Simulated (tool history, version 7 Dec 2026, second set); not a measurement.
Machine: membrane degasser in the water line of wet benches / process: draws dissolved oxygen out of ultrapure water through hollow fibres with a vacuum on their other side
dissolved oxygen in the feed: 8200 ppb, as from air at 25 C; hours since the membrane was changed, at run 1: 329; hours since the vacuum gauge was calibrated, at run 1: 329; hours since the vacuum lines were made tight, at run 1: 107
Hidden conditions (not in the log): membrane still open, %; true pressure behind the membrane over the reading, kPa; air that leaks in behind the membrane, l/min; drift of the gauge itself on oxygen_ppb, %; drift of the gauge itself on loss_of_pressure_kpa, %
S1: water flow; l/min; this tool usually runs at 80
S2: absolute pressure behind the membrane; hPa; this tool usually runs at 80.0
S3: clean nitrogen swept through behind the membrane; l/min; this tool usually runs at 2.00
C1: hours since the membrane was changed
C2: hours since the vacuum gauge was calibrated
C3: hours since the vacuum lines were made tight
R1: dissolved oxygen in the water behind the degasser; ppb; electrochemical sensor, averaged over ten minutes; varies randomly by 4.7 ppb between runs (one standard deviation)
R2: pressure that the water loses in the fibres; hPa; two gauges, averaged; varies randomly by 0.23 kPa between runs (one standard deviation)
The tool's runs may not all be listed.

Run 1, hour 0.0: usual settings; C1 329; C2 329; C3 107. Result: R1 468.7 ppb, R2 602.8 hPa.
Run 2, hour 147.6: usual settings; C1 476; C2 476; C3 254. Result: R1 465.9 ppb, R2 597.4 hPa.
Run 3, hour 285.4: usual settings; C1 614; C2 614; C3 392. Result: R1 454.9 ppb, R2 602.2 hPa.
Run 4, hour 418.0: usual settings; C1 747; C2 747; C3 525. Result: R1 458.6 ppb, R2 597.8 hPa.
Run 5, hour 515.2: usual settings; C1 844; C2 844; C3 622. Result: R1 466.8 ppb, R2 595.7 hPa.
Run 6, hour 634.0: usual settings; C1 963; C2 963; C3 741. Result: R1 470.0 ppb, R2 592.8 hPa.
Run 7, hour 738.4: usual settings; C1 1067; C2 1067; C3 845. Result: R1 460.4 ppb, R2 587.8 hPa.
Run 8, hour 834.6: usual settings; C1 1163; C2 1163; C3 941. Result: R1 461.2 ppb, R2 592.6 hPa.
Run 9, hour 919.7: usual settings; C1 1249; C2 1249; C3 1026. Result: R1 462.8 ppb, R2 593.6 hPa.
Run 10, hour 1036.0: usual settings; C1 1365; C2 1365; C3 1143. Result: R1 460.3 ppb, R2 590.7 hPa.
Run 11, hour 1183.8: usual settings; C1 1513; C2 1513; C3 1291. Result: R1 462.6 ppb, R2 592.0 hPa.
Run 12, hour 1332.7: usual settings; C1 1662; C2 1662; C3 1439. Result: R1 469.3 ppb, R2 587.6 hPa.
Run 13, hour 1437.6: usual settings but S1 98 l/min, S2 82.5 hPa, S3 1.12 l/min; C1 1766; C2 1766; C3 1544. Result: R1 823.0 ppb, R2 724.2 hPa.
Run 14, hour 1565.1: usual settings but S2 147.0 hPa, S3 1.14 l/min; C1 1894; C2 1894; C3 1672. Result: R1 1323.1 ppb, R2 587.1 hPa.
Run 15, hour 1700.0: usual settings but S1 122 l/min, S2 65.4 hPa, S3 4.44 l/min; C1 2029; C2 2029; C3 1807. Result: R1 509.4 ppb, R2 894.8 hPa.
Run 16, hour 1801.0: usual settings but S1 104 l/min, S3 5.42 l/min; C1 2130; C2 2130; C3 1908. Result: R1 407.2 ppb, R2 762.1 hPa.
Run 17, hour 1880.8: usual settings but S1 104 l/min, S3 5.42 l/min; C1 2210; C2 2210; C3 1987. Result: R1 410.1 ppb, R2 763.6 hPa.
Run 18, hour 2000.3: usual settings but S1 104 l/min, S3 5.42 l/min; C1 2329; C2 2329; C3 2107. Result: R1 413.2 ppb, R2 760.2 hPa.
Run 19, hour 2157.9: usual settings but S1 104 l/min, S2 140.8 hPa, S3 0.99 l/min; C1 2487; C2 2487; C3 2265. Result: R1 1680.0 ppb, R2 763.8 hPa.
Run 20, hour 2241.7: usual settings but S1 104 l/min, S2 140.8 hPa, S3 0.99 l/min; C1 2571; C2 2571; C3 2348. Result: R1 1668.8 ppb, R2 763.7 hPa.
Run 21, hour 2376.4: usual settings but S1 50 l/min, S2 184.5 hPa; C1 2705; C2 2705; C3 2483. Result: R1 775.5 ppb, R2 366.4 hPa.
Run 22, hour 2497.7: usual settings but S1 82 l/min, S2 52.0 hPa, S3 3.28 l/min; C1 2827; C2 2827; C3 2604. Result: R1 215.4 ppb, R2 599.2 hPa.
Run 23, hour 2644.2: usual settings but S1 66 l/min, S2 68.7 hPa, S3 4.57 l/min; C1 2973; C2 2973; C3 2751. Result: R1 172.0 ppb, R2 482.9 hPa.

4 options for the next run, each taken on its own from the tool as it stands now. Forecast them:
Run A, hour 2787.6: usual settings but S1 85 l/min; C1 3116; C2 3116; C3 2894. Result: R1 ?, R2 ?.
Run B, hour 2787.6: usual settings but S1 66 l/min, S2 48.9 hPa, S3 0.93 l/min; C1 3116; C2 3116; C3 2894. Result: R1 ?, R2 ?.
Run C, hour 2787.6: usual settings but S1 56 l/min, S2 98.2 hPa, S3 0.86 l/min; C1 3116; C2 3116; C3 2894. Result: R1 ?, R2 ?.
Run D, hour 2787.6: usual settings but S1 66 l/min, S2 53.8 hPa, S3 5.81 l/min; C1 3116; C2 3116; C3 2894. Result: R1 ?, R2 ?.

run     R1     R2
  A  505.8  618.9
  B  260.5  482.3
  C  743.0  410.3
  D  111.0  484.1
Had the tool no hidden state, the same runs would have come out as:
run     R1     R2
  A  505.5  634.0
  B  260.2  494.0
  C  742.8  420.3
  D  110.9  495.9

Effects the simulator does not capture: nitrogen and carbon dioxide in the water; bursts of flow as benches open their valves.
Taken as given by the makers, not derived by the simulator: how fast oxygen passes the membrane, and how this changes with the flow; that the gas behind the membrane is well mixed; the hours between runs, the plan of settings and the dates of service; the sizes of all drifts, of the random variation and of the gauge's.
